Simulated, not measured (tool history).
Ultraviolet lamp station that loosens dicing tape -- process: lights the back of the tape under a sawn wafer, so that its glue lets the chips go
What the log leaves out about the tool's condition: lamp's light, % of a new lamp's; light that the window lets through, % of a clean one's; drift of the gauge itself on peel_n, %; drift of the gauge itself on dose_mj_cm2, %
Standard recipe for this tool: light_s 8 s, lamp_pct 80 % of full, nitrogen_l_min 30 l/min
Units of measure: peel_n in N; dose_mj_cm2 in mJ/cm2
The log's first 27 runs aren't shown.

| run | hour | light_s | lamp_pct | nitrogen_l_min | hours of work of the lamp | hours of work since the window was cleaned | peel_n | dose_mj_cm2 |
|---|---|---|---|---|---|---|---|---|
| 28 | 1682.4 | 8 | 85 | 30 | 178 | 300 | 1.438 | 550 |
| 29 | 1773.6 | 12 | 77 | 14 | 230 | 352 | 1.175 | 725 |
| 30 | 1831.1 | 12 | 77 | 14 | 262 | 384 | 1.210 | 716 |
| 31 | 1887.0 | 10 | 64 | 14 | 294 | 416 | 2.370 | 491 |
| 32 | 1940.4 | 4 | 77 | 12 | 324 | 446 | 5.468 | 229 |
| 33 | 2004.2 | 4 | 77 | 12 | 360 | 482 | 5.555 | 224 |
| 34 | 2047.3 | 4 | 77 | 12 | 385 | 506 | 5.373 | 220 |
| 35 | 2093.5 | 8 | 76 | 24 | 411 | 532 | 2.372 | 437 |
| 36 | 2157.4 | 8 | 80 | 27 | 447 | 569 | 2.209 | 445 |
| 37 | 2241.3 | 11 | 80 | 24 | 494 | 616 | 1.351 | 602 |
| 38 | 2309.0 | 11 | 62 | 30 | 532 | 654 | 2.075 | 452 |
|  | 2352.8 | window cleaned of glue's vapour |
| 39 | 2355.7 | 4 | 62 | 30 | 558 | 2 | 5.200 | 195 |
| 40 | 2408.4 | 11 | 93 | 9 | 588 | 31 | 1.189 | 792 |
| 41 | 2477.9 | 11 | 93 | 9 | 627 | 71 | 1.253 | 779 |
| 42 | 2565.0 | 10 | 87 | 30 | 677 | 120 | 1.077 | 635 |
| 43 | 2645.4 | 10 | 87 | 30 | 722 | 165 | 1.103 | 622 |

Alternative continuations, all from the tool just after run 43; predict every row:
| A | 2733.3 | 6 | 80 | 30 | 772 | 215 | ? | ? |
| B | 2733.3 | 8 | 80 | 39 | 772 | 215 | ? | ? |
| C | 2733.3 | 10 | 72 | 10 | 772 | 215 | ? | ? |

| run | peel_n | dose_mj_cm2 |
|---|---|---|
| A | 3.220 | 336 |
| B | 2.038 | 442 |
| C | 2.493 | 502 |
The same runs, with their run-to-run variation unchanged, on a tool lacking any hidden condition would have given:
| run | peel_n | dose_mj_cm2 |
|---|---|---|
| A | 2.188 | 444 |
| B | 1.216 | 585 |
| C | 1.581 | 664 |
